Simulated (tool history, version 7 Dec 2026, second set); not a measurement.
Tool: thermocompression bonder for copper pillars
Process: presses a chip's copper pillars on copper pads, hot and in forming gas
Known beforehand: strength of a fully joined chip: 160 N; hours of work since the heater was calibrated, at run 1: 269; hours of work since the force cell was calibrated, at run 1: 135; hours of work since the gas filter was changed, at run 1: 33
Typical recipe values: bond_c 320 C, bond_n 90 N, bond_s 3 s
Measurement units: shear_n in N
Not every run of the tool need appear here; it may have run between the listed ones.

| run | hour | bond_c | bond_n | bond_s | hours of work since the heater was calibrated | hours of work since the force cell was calibrated | hours of work since the gas filter was changed | shear_n |
|---|---|---|---|---|---|---|---|---|
| 1 | 0 | 320 | 90 | 3 | 269 | 135 | 33 | 90.1 |
| 2 | 32.7 | 320 | 81 | 3 | 289 | 155 | 53 | 81.9 |
| 3 | 55.7 | 320 | 81 | 3 | 303 | 169 | 67 | 82.9 |
| 4 | 82.6 | 320 | 74 | 3 | 320 | 185 | 84 | 77.2 |
| 5 | 108.1 | 320 | 90 | 3 | 336 | 201 | 99 | 88.1 |
| 6 | 157.5 | 320 | 90 | 3 | 366 | 231 | 130 | 87.4 |
| 7 | 187 | 320 | 90 | 3 | 384 | 249 | 148 | 87.7 |
| 8 | 232.2 | 339 | 90 | 3 | 412 | 277 | 176 | 103.4 |
| 9 | 267.5 | 320 | 90 | 3 | 433 | 299 | 197 | 87.3 |
| 10 | 312 | 320 | 90 | 3 | 461 | 326 | 225 | 86.9 |
| 11 | 344.3 | 320 | 90 | 3 | 481 | 346 | 245 | 85.8 |
| 12 | 392.3 | 320 | 90 | 3 | 510 | 376 | 274 | 85.2 |
| 13 | 422.2 | 320 | 90 | 3 | 529 | 394 | 292 | 85.5 |
|  | 454.8 | forming gas filter changed |
| 14 | 458.2 | 320 | 90 | 3 | 550 | 416 | 2 | 91.7 |
| 15 | 504.8 | 298 | 90 | 3 | 579 | 444 | 31 | 70.8 |
| 16 | 543.2 | 292 | 90 | 3 | 603 | 468 | 54 | 65.8 |
| 17 | 579.1 | 292 | 90 | 3 | 625 | 490 | 76 | 65.2 |
| 18 | 626.1 | 320 | 135 | 3 | 653 | 519 | 105 | 115.3 |
| 19 | 650.1 | 320 | 135 | 3 | 668 | 534 | 120 | 112.6 |
| 20 | 679.7 | 320 | 135 | 3 | 686 | 552 | 138 | 113 |
|  | 684.6 | force cell calibrated |
| 21 | 722 | 313 | 135 | 3 | 711 | 23 | 163 | 106.9 |
| 22 | 757.2 | 296 | 66 | 4 | 733 | 45 | 185 | 58.8 |
| 23 | 784.1 | 346 | 111 | 6 | 750 | 61 | 201 | 137.2 |
| 24 | 836.9 | 320 | 88 | 3 | 782 | 94 | 234 | 84.9 |
|  | 845.7 | force cell calibrated, once more |
| 25 | 888.2 | 296 | 72 | 3 | 813 | 26 | 264 | 56.5 |
| 26 | 912.7 | 320 | 113 | 6 | 828 | 41 | 280 | 118.1 |
| 27 | 959.6 | 321 | 97 | 4 | 857 | 70 | 308 | 98.3 |
|  | 969.1 | forming gas filter changed |
| 28 | 1005 | 319 | 80 | 6 | 884 | 98 | 22 | 106.6 |
| 29 | 1047.6 | 318 | 78 | 3 | 910 | 124 | 48 | 82.4 |
| 30 | 1080.7 | 339 | 83 | 5 | 931 | 144 | 69 | 118.8 |
| 31 | 1108.8 | 339 | 83 | 5 | 948 | 161 | 86 | 119.3 |
| 32 | 1157.6 | 339 | 83 | 5 | 978 | 191 | 116 | 118.4 |
| 33 | 1197.6 | 297 | 100 | 3 | 1003 | 216 | 140 | 77.5 |
| 34 | 1223 | 297 | 100 | 3 | 1018 | 232 | 156 | 76.4 |
| 35 | 1269 | 299 | 68 | 2 | 1046 | 260 | 184 | 50.2 |
| 36 | 1310 | 334 | 90 | 3 | 1072 | 285 | 209 | 102.1 |
| 37 | 1352.8 | 320 | 90 | 8 | 1098 | 311 | 236 | 116.7 |
| 38 | 1398.5 | 301 | 109 | 8 | 1126 | 339 | 264 | 109.7 |
| 39 | 1435.4 | 301 | 109 | 8 | 1149 | 362 | 286 | 109.4 |

Forecast each of these 4 alternatives for the next run:
|  | 1477.9 | forming gas filter changed |
| A | 1491.9 | 319 | 70 | 5 | 1183 | 396 | 9 | ? |
|  | 1477.9 | forming gas filter changed |
| B | 1491.9 | 306 | 95 | 6 | 1183 | 396 | 9 | ? |
|  | 1477.9 | forming gas filter changed |
| C | 1491.9 | 301 | 63 | 8 | 1183 | 396 | 9 | ? |
|  | 1477.9 | forming gas filter changed |
| D | 1491.9 | 301 | 131 | 8 | 1183 | 396 | 9 | ? |

| run | shear_n |
|---|---|
| A | 94.3 |
| B | 104.5 |
| C | 84.1 |
| D | 127.8 |
Had the tool no hidden state, the same runs would have come out as:
| run | shear_n |
|---|---|
| A | 87.3 |
| B | 97.1 |
| C | 76.8 |
| D | 121.1 |

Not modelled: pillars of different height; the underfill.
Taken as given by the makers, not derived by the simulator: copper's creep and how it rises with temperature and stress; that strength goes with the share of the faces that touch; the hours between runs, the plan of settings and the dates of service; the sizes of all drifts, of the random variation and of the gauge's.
